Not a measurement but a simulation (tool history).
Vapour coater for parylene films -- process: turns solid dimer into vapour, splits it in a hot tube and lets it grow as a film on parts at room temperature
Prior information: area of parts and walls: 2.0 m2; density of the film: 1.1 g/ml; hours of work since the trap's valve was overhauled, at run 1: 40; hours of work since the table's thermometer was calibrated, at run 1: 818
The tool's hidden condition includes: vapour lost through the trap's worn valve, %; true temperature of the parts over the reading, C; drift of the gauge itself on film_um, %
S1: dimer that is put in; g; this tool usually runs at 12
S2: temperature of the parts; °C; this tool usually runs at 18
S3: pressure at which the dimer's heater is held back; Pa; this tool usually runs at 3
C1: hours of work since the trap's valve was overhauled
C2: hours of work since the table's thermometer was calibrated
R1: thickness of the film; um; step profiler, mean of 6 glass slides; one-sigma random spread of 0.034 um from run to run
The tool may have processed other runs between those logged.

run	hour	S1	S2	S3	C1	C2	R1
1	0	12	18	3	40	818	3.46
2	40.5	15	18	3	75	853	4.23
3	68.6	15	18	4.37	99	878	3.92
4	109.5	15	24	4.37	135	913	3.23
5	165.7	12	18	5.52	183	961	2.95
6	219.7	6	18	3	230	1008	1.65
7	276.2	6	18	3	279	1057	1.69
8	324.1	12	18	3	320	1098	3.46
9	348.5	12	18	3	341	1119	3.43
10	390.9	12	18	3	378	1156	3.4
11	419.4	12	18	2.15	402	1180	3.68
12	474.4	12	13	2.15	450	1228	4.2
13	509.7	12	13	2.15	480	1258	4.36
14	546.2	12	13	3.21	512	1290	4
15	592.1	12	13	3.21	551	1329	3.9
16	647.6	15	18	3	599	1377	4.28
# hour 670.1: trap's valve overhauled
17	700.9	15	20	3	27	1420	4.04
18	728	15	20	3	50	1443	3.99
19	779.6	13	17	5.19	94	1488	3.36
20	812.6	7	23	7.55	123	1516	1.41
21	848.6	7	23	2.92	154	1547	1.71
22	897.9	7	23	10.33	197	1590	1.3
23	928.2	7	23	10.33	223	1616	1.29
24	975.1	10	14	6.06	263	1656	2.75
25	1006.9	10	14	6.06	291	1684	2.75
26	1047.7	10	14	6.06	326	1719	2.77
27	1097.4	10	13	3	369	1762	3.34
# hour 1107.4: table's thermometer calibrated
28	1143.4	12	18	7.48	408	31	2.77
29	1189	12	18	7.48	447	70	2.75
30	1217.9	14	15	5.78	472	95	3.74
31	1267.5	12	18	7.29	515	138	2.8
32	1315.4	16	27	6.12	556	180	2.86
33	1365.6	12	14	2.42	599	223	3.97
# hour 1385.2: trap's valve overhauled
34	1410.8	12	16	2.75	22	258	3.68
35	1465.1	6	16	2.99	69	305	1.79

Below are 5 alternative next runs, each starting from the tool's condition after run 35. Predict each:
A	1504.8	18	29	3.77	103	340	?
B	1504.8	17	18	9.13	103	340	?
C	1504.8	15	21	2.62	103	340	?
D	1504.8	6	16	2.85	103	340	?
E	1504.8	6	18	3	103	340	?

run	R1
A	3.36
B	3.71
C	4
D	1.82
E	1.68
What these runs would have given with no unlogged condition in the tool:
run	R1
A	3.36
B	3.71
C	4
D	1.82
E	1.69
